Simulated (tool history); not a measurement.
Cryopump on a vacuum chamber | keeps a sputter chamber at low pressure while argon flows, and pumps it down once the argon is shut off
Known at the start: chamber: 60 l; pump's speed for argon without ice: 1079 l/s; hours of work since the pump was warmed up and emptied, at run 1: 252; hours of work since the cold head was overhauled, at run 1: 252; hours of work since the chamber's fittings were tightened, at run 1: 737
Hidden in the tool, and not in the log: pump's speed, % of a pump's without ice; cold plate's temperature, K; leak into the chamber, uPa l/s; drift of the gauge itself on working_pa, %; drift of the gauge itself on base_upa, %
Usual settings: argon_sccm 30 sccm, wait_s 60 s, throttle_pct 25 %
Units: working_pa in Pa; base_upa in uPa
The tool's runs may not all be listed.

run,hour,argon_sccm,wait_s,throttle_pct,hours of work since the pump was warmed up and emptied,hours of work since the cold head was overhauled,hours of work since the chamber's fittings were tightened,working_pa,base_upa
1,0,30,60,25,252,252,737,0.1897,2.79
2,9.6,31,60,25,256,256,741,0.1973,2.74
3,19.5,31,60,25,260,260,745,0.1981,2.72
4,39.4,31,60,25,268,268,753,0.1973,2.69
5,49.3,30,60,40,272,272,757,0.1204,2.73
6,63.6,30,60,40,278,278,763,0.1208,2.79
7,75.3,30,60,40,283,283,768,0.1212,2.8
8,91.4,30,60,40,290,290,775,0.1197,2.88
9,107.3,30,60,40,296,296,782,0.1211,2.85
10,121.3,30,193,40,302,302,787,0.121,2.38
11,133.3,30,193,40,307,307,793,0.1204,2.43
12,153.7,59,71,25,316,316,801,0.3774,2.79
13,171.7,32,173,58,323,323,809,0.0902,2.51
14,191.1,55,49,48,331,331,817,0.1875,3.08
15,205.7,55,49,48,337,337,823,0.1859,3.12
16,225.3,33,37,30,346,346,831,0.1769,3.47
17,234.6,33,37,30,349,349,835,0.1769,3.44
18,246.9,27,45,31,355,355,840,0.1392,3.22
19,263.6,27,45,31,362,362,847,0.1406,3.22

Forecast each of these 4 alternatives for the next run:
A,277.3,50,244,40,367,367,853,?,?
B,277.3,30,245,15,367,367,853,?,?
C,277.3,24,73,39,367,367,853,?,?
D,277.3,23,103,21,367,367,853,?,?

run,working_pa,base_upa
A,0.2048,2.57
B,0.3176,2.53
C,0.1005,2.87
D,0.1752,2.7
Without the tool's hidden state the same runs would have given:
run,working_pa,base_upa
A,0.1971,0.46
B,0.313,0.46
C,0.0968,0.8
D,0.1716,0.66

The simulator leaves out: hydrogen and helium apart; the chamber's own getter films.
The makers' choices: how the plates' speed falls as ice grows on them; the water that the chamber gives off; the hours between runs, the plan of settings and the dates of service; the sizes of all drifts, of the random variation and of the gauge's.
